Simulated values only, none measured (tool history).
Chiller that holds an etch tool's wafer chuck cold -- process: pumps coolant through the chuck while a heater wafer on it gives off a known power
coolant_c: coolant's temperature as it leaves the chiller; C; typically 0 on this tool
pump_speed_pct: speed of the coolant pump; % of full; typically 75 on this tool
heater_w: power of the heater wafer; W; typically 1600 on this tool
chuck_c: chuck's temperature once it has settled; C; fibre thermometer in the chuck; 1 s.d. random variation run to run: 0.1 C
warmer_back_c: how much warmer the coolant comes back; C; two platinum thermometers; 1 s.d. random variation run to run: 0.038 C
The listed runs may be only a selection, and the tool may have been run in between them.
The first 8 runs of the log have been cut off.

run 9 hour=721.1 | coolant_c=0 pump_speed_pct=75 heater_w=1600 | chuck_c=20.4 warmer_back_c=7.97
run 10 hour=819.2 | coolant_c=0 pump_speed_pct=97 heater_w=1600 | chuck_c=16.8 warmer_back_c=5.98
run 11 hour=871.4 | coolant_c=8 pump_speed_pct=75 heater_w=1600 | chuck_c=28.4 warmer_back_c=8.03
run 12 hour=939.3 | coolant_c=0 pump_speed_pct=84 heater_w=1600 | chuck_c=18.8 warmer_back_c=7
run 13 hour=1022.9 | coolant_c=0 pump_speed_pct=84 heater_w=1600 | chuck_c=18.6 warmer_back_c=7.04
run 14 hour=1075.4 | coolant_c=0 pump_speed_pct=84 heater_w=1600 | chuck_c=18.6 warmer_back_c=7.08
run 15 hour=1174.3 | coolant_c=0 pump_speed_pct=92 heater_w=1600 | chuck_c=17.2 warmer_back_c=6.38
-- hour=1283.7 chiller's thermometer calibrated
run 16 hour=1284 | coolant_c=0 pump_speed_pct=75 heater_w=1868 | chuck_c=23.8 warmer_back_c=9.29
run 17 hour=1353.3 | coolant_c=5 pump_speed_pct=81 heater_w=1600 | chuck_c=24.2 warmer_back_c=7.35
run 18 hour=1464.5 | coolant_c=5 pump_speed_pct=81 heater_w=1600 | chuck_c=24.4 warmer_back_c=7.38
run 19 hour=1515.2 | coolant_c=0 pump_speed_pct=81 heater_w=1600 | chuck_c=19.3 warmer_back_c=7.27
run 20 hour=1622.2 | coolant_c=0 pump_speed_pct=81 heater_w=1600 | chuck_c=19.2 warmer_back_c=7.31
run 21 hour=1723.4 | coolant_c=7 pump_speed_pct=81 heater_w=1483 | chuck_c=24.9 warmer_back_c=6.78
run 22 hour=1789.3 | coolant_c=5 pump_speed_pct=79 heater_w=1032 | chuck_c=17.5 warmer_back_c=4.88
run 23 hour=1862.1 | coolant_c=5 pump_speed_pct=79 heater_w=1032 | chuck_c=17.5 warmer_back_c=4.88
run 24 hour=1927.3 | coolant_c=10 pump_speed_pct=71 heater_w=1523 | chuck_c=30.4 warmer_back_c=8.06
run 25 hour=2030.8 | coolant_c=9 pump_speed_pct=90 heater_w=966 | chuck_c=19.6 warmer_back_c=3.87

Run 26 has not been measured yet. What should we expect?
run 26 hour=2095.3 | coolant_c=10 pump_speed_pct=78 heater_w=2385 | chuck_c=? warmer_back_c=?

{"run 26": {"chuck_c": 39.4, "warmer_back_c": 11.44}}
With the hidden condition absent and the run-to-run variation left alone, this run would have shown chuck_c 39.4 C, warmer_back_c 11.43 C.

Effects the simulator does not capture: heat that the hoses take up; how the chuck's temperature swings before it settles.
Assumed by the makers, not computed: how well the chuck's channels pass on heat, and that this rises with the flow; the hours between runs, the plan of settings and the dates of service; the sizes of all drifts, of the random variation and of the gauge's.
